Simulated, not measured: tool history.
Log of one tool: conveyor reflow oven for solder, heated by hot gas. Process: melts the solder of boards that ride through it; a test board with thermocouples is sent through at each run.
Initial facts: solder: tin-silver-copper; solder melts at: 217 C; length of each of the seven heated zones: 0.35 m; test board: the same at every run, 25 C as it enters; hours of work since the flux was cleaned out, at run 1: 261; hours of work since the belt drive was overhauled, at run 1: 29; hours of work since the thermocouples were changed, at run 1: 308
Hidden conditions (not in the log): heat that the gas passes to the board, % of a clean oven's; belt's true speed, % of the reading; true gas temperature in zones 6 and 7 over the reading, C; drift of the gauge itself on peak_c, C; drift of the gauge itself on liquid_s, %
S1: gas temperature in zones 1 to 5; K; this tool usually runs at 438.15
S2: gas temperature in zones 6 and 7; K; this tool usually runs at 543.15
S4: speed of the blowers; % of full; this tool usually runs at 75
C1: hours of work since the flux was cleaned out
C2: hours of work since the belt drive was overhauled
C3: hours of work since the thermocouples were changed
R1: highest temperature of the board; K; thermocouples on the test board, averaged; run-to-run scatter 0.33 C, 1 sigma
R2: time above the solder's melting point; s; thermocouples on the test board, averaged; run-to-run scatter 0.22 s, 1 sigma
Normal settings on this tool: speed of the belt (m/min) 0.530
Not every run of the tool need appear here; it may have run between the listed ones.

run 1 hour=0.0 | S1=438.15 S2=543.15 speed_of_the_belt_(m/min)=0.530 S4=75 | C1=261 C2=29 C3=308 | R1=524.15 R2=55.0
run 2 hour=9.7 | S1=438.15 S2=543.15 speed_of_the_belt_(m/min)=0.530 S4=75 | C1=265 C2=33 C3=312 | R1=524.25 R2=54.5
run 3 hour=17.8 | S1=438.15 S2=543.15 speed_of_the_belt_(m/min)=0.530 S4=75 | C1=269 C2=36 C3=315 | R1=524.15 R2=54.8
-- hour=29.4 flux residue cleaned out of gas plates and filters
run 4 hour=29.6 | S1=438.15 S2=543.15 speed_of_the_belt_(m/min)=0.550 S4=75 | C1=0 C2=39 C3=318 | R1=524.05 R2=53.1
run 5 hour=37.4 | S1=438.15 S2=543.15 speed_of_the_belt_(m/min)=0.530 S4=52 | C1=3 C2=42 C3=321 | R1=519.75 R2=49.7
run 6 hour=51.0 | S1=438.15 S2=543.15 speed_of_the_belt_(m/min)=0.530 S4=52 | C1=9 C2=48 C3=327 | R1=519.35 R2=49.8
run 7 hour=62.6 | S1=438.15 S2=543.15 speed_of_the_belt_(m/min)=0.512 S4=52 | C1=14 C2=53 C3=332 | R1=520.65 R2=53.3
run 8 hour=69.3 | S1=438.15 S2=543.15 speed_of_the_belt_(m/min)=0.530 S4=75 | C1=17 C2=56 C3=335 | R1=525.55 R2=55.6
run 9 hour=82.7 | S1=438.15 S2=543.15 speed_of_the_belt_(m/min)=0.530 S4=75 | C1=22 C2=61 C3=340 | R1=525.75 R2=55.7
run 10 hour=91.5 | S1=438.15 S2=543.15 speed_of_the_belt_(m/min)=0.530 S4=75 | C1=26 C2=65 C3=344 | R1=525.55 R2=56.0
run 11 hour=103.7 | S1=438.15 S2=543.15 speed_of_the_belt_(m/min)=0.530 S4=75 | C1=31 C2=70 C3=349 | R1=525.35 R2=56.2
run 12 hour=111.3 | S1=438.15 S2=543.15 speed_of_the_belt_(m/min)=0.530 S4=75 | C1=34 C2=73 C3=352 | R1=525.35 R2=56.1
run 13 hour=120.5 | S1=438.15 S2=543.15 speed_of_the_belt_(m/min)=0.530 S4=75 | C1=38 C2=77 C3=356 | R1=525.15 R2=56.2
run 14 hour=128.5 | S1=438.15 S2=543.15 speed_of_the_belt_(m/min)=0.530 S4=75 | C1=41 C2=80 C3=359 | R1=525.35 R2=56.1
run 15 hour=135.5 | S1=438.15 S2=543.15 speed_of_the_belt_(m/min)=0.525 S4=70 | C1=44 C2=83 C3=362 | R1=524.55 R2=55.7
run 16 hour=142.1 | S1=425.15 S2=549.15 speed_of_the_belt_(m/min)=0.530 S4=75 | C1=47 C2=86 C3=365 | R1=528.15 R2=54.0
run 17 hour=155.5 | S1=425.15 S2=549.15 speed_of_the_belt_(m/min)=0.530 S4=75 | C1=53 C2=92 C3=371 | R1=528.25 R2=54.1
run 18 hour=167.0 | S1=425.15 S2=539.15 speed_of_the_belt_(m/min)=0.495 S4=89 | C1=57 C2=96 C3=375 | R1=524.45 R2=57.4
run 19 hour=178.0 | S1=436.15 S2=542.15 speed_of_the_belt_(m/min)=0.477 S4=64 | C1=62 C2=101 C3=380 | R1=525.05 R2=61.8
run 20 hour=190.0 | S1=436.15 S2=542.15 speed_of_the_belt_(m/min)=0.477 S4=64 | C1=67 C2=106 C3=385 | R1=525.45 R2=61.7
run 21 hour=197.1 | S1=428.15 S2=542.15 speed_of_the_belt_(m/min)=0.477 S4=58 | C1=70 C2=109 C3=388 | R1=522.35 R2=56.1
run 22 hour=207.7 | S1=438.15 S2=539.15 speed_of_the_belt_(m/min)=0.577 S4=84 | C1=74 C2=113 C3=392 | R1=520.05 R2=47.6
run 23 hour=214.4 | S1=438.15 S2=539.15 speed_of_the_belt_(m/min)=0.577 S4=84 | C1=77 C2=116 C3=395 | R1=520.25 R2=47.6
run 24 hour=227.1 | S1=438.15 S2=552.15 speed_of_the_belt_(m/min)=0.570 S4=84 | C1=82 C2=121 C3=400 | R1=532.25 R2=56.2
run 25 hour=233.2 | S1=438.15 S2=550.15 speed_of_the_belt_(m/min)=0.530 S4=75 | C1=85 C2=124 C3=403 | R1=530.45 R2=59.4
run 26 hour=241.0 | S1=441.15 S2=553.15 speed_of_the_belt_(m/min)=0.530 S4=80 | C1=88 C2=127 C3=406 | R1=534.45 R2=63.5
run 27 hour=251.4 | S1=441.15 S2=553.15 speed_of_the_belt_(m/min)=0.530 S4=80 | C1=92 C2=132 C3=411 | R1=534.75 R2=63.7
run 28 hour=262.2 | S1=452.15 S2=543.15 speed_of_the_belt_(m/min)=0.530 S4=75 | C1=97 C2=136 C3=415 | R1=526.85 R2=62.6

5 options for the next run, each taken on its own from the tool as it stands now. Forecast them:
run A hour=272.1 | S1=433.15 S2=535.15 speed_of_the_belt_(m/min)=0.530 S4=88 | C1=101 C2=140 C3=419 | R1=? R2=?
run B hour=272.1 | S1=431.15 S2=543.15 speed_of_the_belt_(m/min)=0.530 S4=59 | C1=101 C2=140 C3=419 | R1=? R2=?
run C hour=272.1 | S1=452.15 S2=543.15 speed_of_the_belt_(m/min)=0.530 S4=77 | C1=101 C2=140 C3=419 | R1=? R2=?
run D hour=272.1 | S1=438.15 S2=547.15 speed_of_the_belt_(m/min)=0.481 S4=84 | C1=101 C2=140 C3=419 | R1=? R2=?
run E hour=272.1 | S1=438.15 S2=553.15 speed_of_the_belt_(m/min)=0.507 S4=75 | C1=101 C2=140 C3=419 | R1=? R2=?

run=A R1=518.65 R2=50.0
run=B R1=518.95 R2=48.0
run=C R1=527.15 R2=62.9
run=D R1=532.75 R2=69.1
run=E R1=534.45 R2=65.8
With no hidden state in the tool, these same runs would have given:
run=A R1=520.65 R2=51.9
run=B R1=520.95 R2=49.9
run=C R1=529.05 R2=64.2
run=D R1=534.65 R2=70.4
run=E R1=536.45 R2=67.0
